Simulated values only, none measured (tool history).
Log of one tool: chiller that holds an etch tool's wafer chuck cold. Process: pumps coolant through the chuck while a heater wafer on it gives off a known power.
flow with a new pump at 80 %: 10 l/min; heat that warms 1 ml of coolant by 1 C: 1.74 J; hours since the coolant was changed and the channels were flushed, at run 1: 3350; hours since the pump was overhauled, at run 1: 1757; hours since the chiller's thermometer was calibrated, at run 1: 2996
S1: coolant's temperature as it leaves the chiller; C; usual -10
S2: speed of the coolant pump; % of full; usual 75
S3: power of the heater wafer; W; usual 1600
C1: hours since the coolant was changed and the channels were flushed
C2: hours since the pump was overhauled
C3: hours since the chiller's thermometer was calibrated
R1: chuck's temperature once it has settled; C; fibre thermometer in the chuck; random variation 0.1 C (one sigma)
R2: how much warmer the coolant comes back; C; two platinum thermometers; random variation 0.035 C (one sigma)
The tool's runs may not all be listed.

run,hour,S1,S2,S3,C1,C2,C3,R1,R2
1,0.0,-10,75,1600,3350,1757,2996,2.2,5.86
2,62.6,-10,75,1600,3413,1819,3058,2.1,5.83
3,106.5,-10,75,1600,3457,1863,3102,2.0,5.81
4,166.3,-8,75,1600,3516,1923,3162,4.0,5.84
5,222.0,-10,89,1600,3572,1979,3218,0.8,4.98
6,286.6,-10,75,1600,3637,2043,3282,2.1,5.92
7,323.8,-10,70,1600,3674,2081,3319,2.9,6.32
8,383.7,-10,70,1600,3734,2141,3379,2.7,6.23
9,426.7,-10,70,1600,3777,2183,3422,2.7,6.26
10,472.2,-10,70,1600,3822,2229,3468,2.7,6.31
11,503.7,-10,70,1600,3854,2260,3499,2.7,6.28
12,547.4,-10,70,1600,3898,2304,3543,2.8,6.25
13,603.3,-10,70,1600,3953,2360,3599,2.8,6.26
14,645.8,-10,70,1600,3996,2403,3641,2.5,6.21
15,685.1,-10,70,1600,4035,2442,3681,2.8,6.21
16,722.5,-10,70,1600,4073,2479,3718,2.8,6.20
17,755.4,-14,70,1600,4106,2512,3751,-1.3,6.26
18,813.4,-3,62,2057,4164,2570,3809,14.9,9.03
19,853.5,-18,91,1670,4204,2610,3849,-7.1,5.06
20,907.4,-7,73,1997,4258,2664,3903,8.4,7.48
21,935.4,-7,71,1537,4286,2692,3931,5.2,6.00
22,977.6,-7,88,972,4328,2734,3973,-0.5,3.08
23,1019.9,-10,76,863,4370,2777,4016,-3.5,3.12
24,1081.1,-9,65,2366,4431,2838,4077,10.8,9.86
25,1130.7,-9,65,2366,4481,2887,4126,11.1,9.83
26,1170.4,-14,95,2366,4520,2927,4166,0.9,6.88
27,1197.6,-14,99,2366,4548,2954,4193,0.6,6.60
28,1253.7,-14,70,2366,4604,3010,4249,4.9,9.16
29,1299.9,-14,70,2366,4650,3057,4296,4.9,9.23
30,1349.9,-1,70,2366,4700,3107,4346,17.8,9.29
# hour 1368.8: coolant changed, channels flushed
31,1401.2,-10,97,1600,32,3152,4391,0.0,4.57
32,1457.5,-16,90,1661,89,3208,4447,-5.0,5.13

Forecast each of these 4 alternatives for the next run:
A,1496.3,-16,85,1661,128,3247,4486,?,?
B,1496.3,-1,96,861,128,3247,4486,?,?
C,1496.3,-16,61,1186,128,3247,4486,?,?
D,1496.3,-2,68,829,128,3247,4486,?,?

run,R1,R2
A,-4.6,5.38
B,4.2,2.46
C,-5.5,5.24
D,4.8,3.36
Without the tool's hidden state the same runs would have given:
run,R1,R2
A,-4.6,5.38
B,4.2,2.46
C,-5.5,5.24
D,4.8,3.36
